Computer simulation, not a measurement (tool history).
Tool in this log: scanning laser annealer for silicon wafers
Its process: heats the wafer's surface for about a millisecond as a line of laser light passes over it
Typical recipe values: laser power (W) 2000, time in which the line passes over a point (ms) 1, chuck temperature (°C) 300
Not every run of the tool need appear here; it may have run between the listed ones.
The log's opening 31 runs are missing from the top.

run     day  laser power (W)  time in which the line passes over a point (ms)  chuck temperature (°C)  hours of work since the window was cleaned  hours of work since the power meter was calibrated  hours of work since the optics were aligned  highest temperature of the surface (°C)
 32  38.346             1928                                             0.72                     264                                         158                                                  95                                         1376                                      897
     39.058  -- laser's power meter calibrated, once more
 33  39.775             2100                                             1.03                     270                                         172                                                   7                                         1390                                     1114
 34  40.838             2000                                             0.96                     321                                         183                                                  19                                         1401                                     1087
 35    41.6             2033                                             0.76                     300                                         191                                                  27                                         1409                                      989
 36  42.738             2033                                             0.76                     265                                         203                                                  38                                         1421                                      954
 37  44.242             1861                                                1                     336                                         218                                                  54                                         1437                                     1060
 38  45.292             1861                                                1                     336                                         229                                                  65                                         1448                                     1059
 39    46.6             2162                                             0.73                     262                                         243                                                  79                                         1461                                      980
 40  47.675             1930                                             0.72                     317                                         254                                                  90                                         1472                                      946
 41  48.771             1930                                             0.72                     317                                         266                                                 102                                         1484                                      947

Alternative continuations, all from the tool just after run 41; predict every row:
  A  50.133             1830                                             0.74                     294                                         280                                                 116                                         1498                                        ?
  B  50.133             1865                                             0.79                     302                                         280                                                 116                                         1498                                        ?
  C  50.133             2000                                             0.86                     334                                         280                                                 116                                         1498                                        ?

run  highest temperature of the surface (°C)
  A                                      897
  B                                      940
  C                                     1052
Take away the tool's hidden state, keep each run's random variation, and the runs would have read:
run  highest temperature of the surface (°C)
  A                                      923
  B                                      968
  C                                     1083
